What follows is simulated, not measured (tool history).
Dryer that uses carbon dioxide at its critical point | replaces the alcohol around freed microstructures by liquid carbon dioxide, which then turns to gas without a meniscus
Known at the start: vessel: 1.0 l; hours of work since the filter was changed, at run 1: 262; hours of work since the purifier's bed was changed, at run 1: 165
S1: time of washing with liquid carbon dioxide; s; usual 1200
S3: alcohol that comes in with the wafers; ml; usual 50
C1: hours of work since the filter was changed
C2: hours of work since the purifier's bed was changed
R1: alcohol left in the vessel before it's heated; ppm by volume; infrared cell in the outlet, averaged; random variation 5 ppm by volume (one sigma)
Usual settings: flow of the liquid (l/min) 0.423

Run 1, day 0: usual settings; C1 262; C2 165. Result: R1 122 ppm by volume.
Run 2, day 1.396: usual settings but flow of the liquid (l/min) 0.556; C1 286; C2 189. Result: R1 71 ppm by volume.
Run 3, day 2.883: usual settings but flow of the liquid (l/min) 0.336; C1 311; C2 214. Result: R1 334 ppm by volume.
Run 4, day 3.933: usual settings but flow of the liquid (l/min) 0.336; C1 329; C2 232. Result: R1 347 ppm by volume.
Run 5, day 5.067: usual settings but S3 116 ml; C1 348; C2 251. Result: R1 259 ppm by volume.
Run 6, day 6.308: usual settings but S3 116 ml; C1 369; C2 272. Result: R1 270 ppm by volume.
Run 7, day 8.108: usual settings but S3 94 ml; C1 400; C2 303. Result: R1 244 ppm by volume.
Run 8, day 9.058: usual settings but flow of the liquid (l/min) 0.262; C1 416; C2 319. Result: R1 1055 ppm by volume.
Run 9, day 10.508: usual settings but flow of the liquid (l/min) 0.262; C1 441; C2 344. Result: R1 1096 ppm by volume.
Run 10, day 12.462: usual settings but flow of the liquid (l/min) 0.262; C1 474; C2 377. Result: R1 1133 ppm by volume.
At day 12.838: inlet filter changed.
Run 11, day 13.983: usual settings but flow of the liquid (l/min) 0.262; C1 20; C2 402. Result: R1 754 ppm by volume.
Run 12, day 15.038: usual settings but flow of the liquid (l/min) 0.262; C1 38; C2 420. Result: R1 768 ppm by volume.
Run 13, day 16.783: usual settings but flow of the liquid (l/min) 0.262; C1 67; C2 450. Result: R1 781 ppm by volume.
Run 14, day 18.212: usual settings but flow of the liquid (l/min) 0.262; C1 92; C2 474. Result: R1 803 ppm by volume.
Run 15, day 19.821: usual settings but flow of the liquid (l/min) 0.262; C1 119; C2 502. Result: R1 842 ppm by volume.
Run 16, day 21.762: usual settings but flow of the liquid (l/min) 0.322; C1 152; C2 535. Result: R1 439 ppm by volume.
Run 17, day 23.871: usual settings but S1 780 s, flow of the liquid (l/min) 0.367, S3 74 ml; C1 188; C2 571. Result: R1 1759 ppm by volume.
Run 18, day 25.658: usual settings but S1 900 s, flow of the liquid (l/min) 0.69, S3 90 ml; C1 219; C2 601. Result: R1 206 ppm by volume.
Run 19, day 26.646: usual settings but S1 900 s, flow of the liquid (l/min) 0.69, S3 90 ml; C1 235; C2 618. Result: R1 216 ppm by volume.
Run 20, day 28.917: usual settings but S1 1800 s; C1 274; C2 657. Result: R1 194 ppm by volume.
Run 21, day 30.967: usual settings but S1 780 s, flow of the liquid (l/min) 0.291, S3 29 ml; C1 309; C2 692. Result: R1 1717 ppm by volume.

The next listed run, before its measurement:
Run 22, day 32.308: usual settings but S1 960 s, S3 23 ml; C1 332; C2 715. Result: R1 ?.

{"run 22": {"R1": 335}}
Without the tool's hidden state the same run would have given R1 91 ppm by volume.
